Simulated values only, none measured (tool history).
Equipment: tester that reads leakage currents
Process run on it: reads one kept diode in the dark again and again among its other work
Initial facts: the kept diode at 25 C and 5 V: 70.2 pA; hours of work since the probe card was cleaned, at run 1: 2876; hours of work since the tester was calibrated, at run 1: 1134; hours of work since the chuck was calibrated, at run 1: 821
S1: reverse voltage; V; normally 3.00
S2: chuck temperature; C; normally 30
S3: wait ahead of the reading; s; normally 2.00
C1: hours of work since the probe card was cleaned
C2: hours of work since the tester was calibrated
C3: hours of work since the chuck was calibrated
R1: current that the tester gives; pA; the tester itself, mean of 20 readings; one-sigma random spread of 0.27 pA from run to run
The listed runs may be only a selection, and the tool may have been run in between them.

run     day     S1  S2    S3    C1    C2    C3      R1
  1   0.000   3.00  30  2.00  2876  1134   821   88.68
  2   1.200   3.00  38  2.00  2892  1150   837  169.87
  3   3.200   3.00  38  2.00  2919  1177   864  170.21
  4   4.458   3.00  38  0.41  2936  1193   880  170.67
      4.804  -- probe card cleaned and baked
  5   6.558   3.00  30  0.35    24  1220   907   90.56
  6   8.867   3.00  30  0.35    55  1251   938   90.68
  7  11.012   3.00  30  0.35    83  1280   967   90.84
  8  12.525   3.00  30  0.35   104  1300   987   91.14
  9  14.175   3.00  30  0.35   126  1322  1009   90.88
 10  15.408   3.00  30  0.35   142  1339  1026   91.42
 11  17.333   3.00  30  0.35   168  1365  1051   91.00
 12  18.525   3.00  30  0.35   184  1381  1067   90.64
 13  20.221   3.00  30  1.70   207  1403  1090   88.83
 14  22.021   3.00  37  2.00   231  1427  1114  155.99
 15  23.979  15.11  30  2.00   257  1454  1141  165.58
 16  25.204  15.11  30  1.35   274  1470  1157  166.95
 17  26.296   3.00  30  0.35   288  1485  1172   90.95
 18  27.796   3.00  30  0.35   308  1505  1192   90.75
 19  30.067   3.00  30  2.00   339  1535  1222   88.84
 20  31.950   3.75  42  0.36   364  1561  1248  253.86

The next listed run, before its measurement:
 21  34.308  3.75  42  0.36  396  1592  1279   ?

Logged for run 21: R1 253.37 pA.
Take away the tool's hidden state, keep the run-to-run variation as it was, and the same run would have given R1 253.32 pA.

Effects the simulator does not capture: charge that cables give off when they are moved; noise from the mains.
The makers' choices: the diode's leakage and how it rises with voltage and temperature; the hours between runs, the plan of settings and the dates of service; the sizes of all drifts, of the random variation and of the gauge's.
